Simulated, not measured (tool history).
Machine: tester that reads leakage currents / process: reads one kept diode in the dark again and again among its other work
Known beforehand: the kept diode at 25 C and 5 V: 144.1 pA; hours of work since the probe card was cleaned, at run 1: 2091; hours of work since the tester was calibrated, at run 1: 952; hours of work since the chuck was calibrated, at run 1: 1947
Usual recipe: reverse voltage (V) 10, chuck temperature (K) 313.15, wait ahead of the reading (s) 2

run,hour,reverse voltage (V),chuck temperature (K),wait ahead of the reading (s),hours of work since the probe card was cleaned,hours of work since the tester was calibrated,hours of work since the chuck was calibrated,current that the tester gives (pA)
1,0,10,313.15,2,2091,952,1947,793.59
2,26.2,10,313.15,2,2110,971,1966,798.92
3,55.1,1.3,313.15,2,2131,992,1987,267.61
4,93.7,1.3,313.15,2,2159,1020,2015,266.9
5,136.1,10,304.15,2,2190,1051,2046,399.75
6,200.2,10,299.15,2,2236,1097,2093,268.65
7,234,10,299.15,2,2261,1122,2117,267.12
8,267.2,10,299.15,2,2285,1146,2141,268.56
9,326.7,10,299.15,2,2328,1190,2185,272
# hour 357.2: probe card cleaned and baked
10,372.7,10,299.15,2,11,1221,2216,258.54
11,429.7,1.2,322.15,3.31,53,1262,2257,507.78
12,486.7,1.2,322.15,3.31,94,1304,2299,507.74
13,520.3,7.6,313.15,2,119,1328,2323,689.98
14,563.9,2.4,299.15,2,150,1360,2355,121.1
15,624.8,1.1,317.15,2.62,195,1404,2399,335.01
16,681.2,1.1,317.15,2.62,236,1445,2440,337.26
# hour 727: chuck's temperature calibrated
17,745.2,4.6,311.15,2.25,281,1490,13,398.58
18,773,17.8,302.15,3.2,301,1511,34,400.41

Forecast each of these 4 alternatives for the next run:
A,836.3,17.8,312.15,3.2,347,1557,80,?
B,836.3,9,316.15,0.73,347,1557,80,?
C,836.3,10,300.15,0.81,347,1557,80,?
D,836.3,3.1,301.15,4.61,347,1557,80,?

run,current that the tester gives (pA)
A,891.42
B,854.02
C,252.03
D,144.88
Had the tool no hidden state, the same runs would have come out as:
run,current that the tester gives (pA)
A,894.05
B,858.14
C,251.77
D,145.23

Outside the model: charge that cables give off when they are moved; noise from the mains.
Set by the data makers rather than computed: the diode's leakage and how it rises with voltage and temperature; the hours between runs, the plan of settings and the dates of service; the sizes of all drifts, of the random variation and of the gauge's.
